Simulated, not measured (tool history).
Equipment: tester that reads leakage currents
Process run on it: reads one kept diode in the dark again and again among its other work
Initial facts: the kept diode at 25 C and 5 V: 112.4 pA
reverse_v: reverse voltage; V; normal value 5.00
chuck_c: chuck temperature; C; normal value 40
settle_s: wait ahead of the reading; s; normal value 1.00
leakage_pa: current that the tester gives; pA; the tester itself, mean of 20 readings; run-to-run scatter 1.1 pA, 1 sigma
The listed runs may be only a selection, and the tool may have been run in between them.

run	hour	reverse_v	chuck_c	settle_s	leakage_pa
1	0.0	5.00	40	1.00	326.68
# hour 117.1: chuck's temperature calibrated
2	187.8	5.00	40	1.00	373.67
3	369.3	5.00	40	1.00	371.43
4	542.8	5.00	40	1.00	370.18
5	776.8	5.00	40	1.00	365.88
6	1001.5	5.00	40	1.00	362.71
7	1209.7	5.00	40	1.00	358.90
8	1465.6	5.00	40	1.00	354.47
9	1689.0	5.00	40	1.00	353.49
10	1866.9	5.00	54	1.00	981.01
11	2100.7	5.00	40	1.00	347.74
12	2352.7	5.00	40	1.00	345.10
13	2476.6	5.00	40	1.00	342.53
14	2586.9	5.00	40	1.00	341.79
15	2744.2	5.00	40	1.00	341.55
16	2947.9	5.00	33	1.00	196.04
17	3131.6	5.00	33	1.00	194.60
18	3295.9	5.00	33	1.00	192.53
# hour 3376.6: chuck's temperature calibrated
19	3502.1	5.00	33	1.00	218.76
20	3720.1	3.32	22	4.60	69.41
21	3899.3	4.29	24	0.61	96.04
22	4084.7	4.29	24	0.61	95.79
23	4326.9	9.00	27	7.54	186.64
24	4453.6	3.05	40	1.70	267.59
25	4606.7	5.00	31	1.00	178.45
26	4830.9	5.00	31	1.00	176.62
27	5057.7	5.00	31	1.00	175.30
# hour 5111.6: probe card cleaned and baked
28	5171.7	3.86	34	5.49	183.50
29	5338.3	3.86	34	5.49	182.23
30	5444.6	1.07	54	1.00	386.46
31	5613.5	6.44	54	2.99	1093.47
32	5870.0	18.96	21	1.54	157.84
33	6094.1	4.44	36	1.17	225.55
34	6231.0	13.26	26	2.67	190.99
35	6351.3	1.10	42	0.33	157.86
36	6501.7	7.79	38	2.49	363.30
# hour 6597.7: tester calibrated
# hour 6645.2: chuck's temperature calibrated
37	6701.4	7.79	38	2.49	421.07
38	6963.4	7.79	38	2.49	415.91

Consider 5 possible next runs. They are alternatives, not a sequence: every one starts from the tool as it was left by run 38. What does each give?
A	7169.1	1.94	55	2.05	?
B	7169.1	3.66	20	3.31	?
C	7169.1	4.51	40	2.40	?
D	7169.1	5.00	46	1.00	?
E	7169.1	5.00	38	1.00	?

run	leakage_pa
A	640.54
B	61.48
C	349.06
D	581.31
E	317.99
Stripped of hidden state, with their random variation kept, the same runs would have yielded:
run	leakage_pa
A	653.56
B	61.22
C	355.08
D	592.12
E	323.09
